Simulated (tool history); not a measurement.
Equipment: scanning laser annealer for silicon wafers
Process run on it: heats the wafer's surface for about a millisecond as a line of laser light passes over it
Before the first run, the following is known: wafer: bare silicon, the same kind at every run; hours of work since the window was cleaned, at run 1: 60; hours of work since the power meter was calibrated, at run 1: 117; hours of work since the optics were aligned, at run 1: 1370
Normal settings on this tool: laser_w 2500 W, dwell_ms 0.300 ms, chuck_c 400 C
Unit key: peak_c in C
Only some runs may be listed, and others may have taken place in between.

run	hour	laser_w	dwell_ms	chuck_c	hours of work since the window was cleaned	hours of work since the power meter was calibrated	hours of work since the optics were aligned	peak_c
1	0.0	2500	0.300	400	60	117	1370	1117
2	16.6	2520	0.300	400	73	129	1382	1128
3	38.1	2520	0.300	400	89	146	1399	1125
4	62.1	2520	0.300	400	108	164	1417	1125
5	80.3	2520	0.300	400	122	178	1431	1124
# hour 98.0: optics aligned, line set to its width
6	105.2	2520	0.300	400	137	194	5	1125
7	128.5	2500	0.377	400	155	212	23	1219
8	151.4	2500	0.377	400	173	229	41	1214
9	163.3	2500	0.359	400	182	238	50	1192
10	183.7	2500	0.359	400	197	254	66	1193
11	201.0	2500	0.300	395	211	267	79	1115
12	215.7	2500	0.300	395	222	278	90	1113
13	228.9	2500	0.300	400	232	289	100	1118
14	240.1	2500	0.300	400	241	297	109	1121
15	251.2	2500	0.300	408	249	306	117	1126
16	268.3	2500	0.300	399	262	319	131	1118
17	287.2	2500	0.300	400	277	333	145	1115
18	307.4	2500	0.300	400	292	349	161	1117
19	319.3	2500	0.300	400	301	358	170	1119
20	337.0	2500	0.300	400	315	371	183	1117
21	346.8	2500	0.300	400	322	379	191	1118
22	368.8	2204	0.300	400	339	396	208	1035
23	381.9	2204	0.300	432	349	406	218	1065
24	405.8	2206	0.284	392	368	424	236	1012
25	423.1	2500	0.347	400	381	437	249	1182
26	443.7	2500	0.347	435	397	453	265	1218
# hour 454.0: window over the wafer cleaned
27	462.9	2500	0.300	361	7	466	278	1080
28	481.5	2500	0.351	366	21	481	293	1148
29	498.7	2662	0.242	400	34	494	306	1081
30	513.6	2500	0.242	386	46	505	317	1024
31	533.8	2739	0.228	412	61	521	333	1086
32	545.7	2444	0.300	363	70	530	342	1066
33	558.7	2444	0.300	389	80	540	352	1094
34	578.0	2556	0.256	400	95	555	367	1074
35	596.2	2556	0.256	400	109	569	381	1074
36	608.3	2457	0.256	374	118	578	390	1022
37	631.2	2457	0.256	374	136	596	407	1020
38	648.0	2457	0.256	374	149	608	420	1019
39	666.0	2543	0.357	400	163	622	434	1208
40	684.3	2468	0.281	380	177	636	448	1063
41	694.5	2430	0.213	435	184	644	456	1014

Branching from run 41: 4 alternative next runs. What would each branch give?
A	718.3	2500	0.300	367	203	662	474	?
B	718.3	2430	0.268	435	203	662	474	?
C	718.3	2709	0.243	400	203	662	474	?
D	718.3	2683	0.318	435	203	662	474	?

run	peak_c
A	1085
B	1090
C	1092
D	1231
With no hidden state in the tool, these same runs would have given:
run	peak_c
A	1085
B	1090
C	1092
D	1232

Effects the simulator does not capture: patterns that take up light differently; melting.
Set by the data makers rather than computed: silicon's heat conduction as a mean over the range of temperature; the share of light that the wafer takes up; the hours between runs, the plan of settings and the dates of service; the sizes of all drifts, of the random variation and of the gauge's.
